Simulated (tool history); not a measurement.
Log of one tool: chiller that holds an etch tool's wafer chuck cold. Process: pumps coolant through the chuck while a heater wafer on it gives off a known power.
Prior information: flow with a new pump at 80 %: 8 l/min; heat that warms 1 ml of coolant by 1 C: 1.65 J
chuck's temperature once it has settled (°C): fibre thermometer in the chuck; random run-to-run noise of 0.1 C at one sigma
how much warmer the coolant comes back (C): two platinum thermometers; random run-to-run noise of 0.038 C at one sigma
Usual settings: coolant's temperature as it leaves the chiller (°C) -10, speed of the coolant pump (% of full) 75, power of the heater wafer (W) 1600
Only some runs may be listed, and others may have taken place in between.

run	hour	coolant's temperature as it leaves the chiller (°C)	speed of the coolant pump (% of full)	power of the heater wafer (W)	chuck's temperature once it has settled (°C)	how much warmer the coolant comes back (C)
1	0.0	-10	75	1600	5.7	7.80
2	41.7	-10	77	1600	5.2	7.51
3	88.7	-10	94	1600	3.5	6.08
4	120.0	-10	75	1600	5.7	7.71
5	169.3	-10	75	1600	5.7	7.66
6	201.8	-7	75	1600	8.7	7.72
7	261.1	-11	75	1600	4.8	7.68
8	315.7	-11	75	1600	4.6	7.65
9	362.8	-11	75	1600	4.6	7.64
10	407.8	-18	75	1600	-2.3	7.65
11	435.5	-18	75	1600	-2.4	7.72
12	463.3	-18	75	812	-10.0	3.80
13	497.7	-18	75	812	-10.1	3.84
14	526.4	-10	72	1600	6.1	7.97
15	559.8	-10	72	1600	6.2	8.01
16	589.5	-10	72	1600	6.2	7.92
17	650.7	-14	72	1098	-2.9	5.40
18	703.6	-14	75	2308	8.5	11.07
19	739.2	-7	63	1113	5.1	6.27
20	772.3	-15	82	1600	-0.1	6.94
21	812.0	-12	82	1600	2.7	6.88
22	869.7	-10	75	1533	5.0	7.21
23	915.1	-20	95	1328	-8.9	4.80
24	973.6	-20	95	1328	-8.7	4.83
# hour 1009.4: gauge calibrated
25	1031.9	-20	95	1328	-8.8	5.04
26	1064.2	-10	95	1386	1.6	5.25
27	1115.7	-10	99	2172	8.0	7.87
28	1176.7	-10	70	2172	12.3	11.38
29	1220.2	-10	70	2172	12.2	11.24
30	1261.6	-5	74	1357	8.4	6.63
31	1309.7	-2	75	1600	13.4	7.66
32	1335.1	-11	75	2229	10.8	10.70

Some steps in how much warmer the coolant comes back (C) between neighbouring runs. How much of each would the tool show without its hidden state too (settings, what came in, random variation), and how much is left for the hidden state, with any gauge scatter that isn't in both results?
Hidden conditions of the tool in this case: heat passed by the chuck's channels, % of clean ones'; flow at a given pump speed, % of a new pump's; coolant's true temperature over the reading, C; drift of the gauge itself on chuck_c, C; drift of the gauge itself on warmer_back_c, C.
Run 1 -> 2: speed of the coolant pump (% of full) 75 -> 77. how much warmer the coolant comes back (C) -0.29: hidden state -0.02, all else -0.27.
Run 7 -> 8: settings left as they were, no log entry in between. how much warmer the coolant comes back (C) -0.03: hidden state -0.02, all else -0.01.
Run 17 -> 18: speed of the coolant pump (% of full) 72 -> 75, power of the heater wafer (W) 1098 -> 2308. how much warmer the coolant comes back (C) +5.67: hidden state -0.02, all else +5.69.
Run 18 -> 19: coolant's temperature as it leaves the chiller (°C) -14 -> -7, speed of the coolant pump (% of full) 75 -> 63, power of the heater wafer (W) 2308 -> 1113. how much warmer the coolant comes back (C) -4.80: hidden state +0.00, all else -4.80.
Run 24 -> 25: gauge calibrated. how much warmer the coolant comes back (C) +0.21: hidden state +0.21, all else +0.00.
Run 29 -> 30: coolant's temperature as it leaves the chiller (°C) -10 -> -5, speed of the coolant pump (% of full) 70 -> 74, power of the heater wafer (W) 2172 -> 1357. how much warmer the coolant comes back (C) -4.61: hidden state -0.01, all else -4.60.

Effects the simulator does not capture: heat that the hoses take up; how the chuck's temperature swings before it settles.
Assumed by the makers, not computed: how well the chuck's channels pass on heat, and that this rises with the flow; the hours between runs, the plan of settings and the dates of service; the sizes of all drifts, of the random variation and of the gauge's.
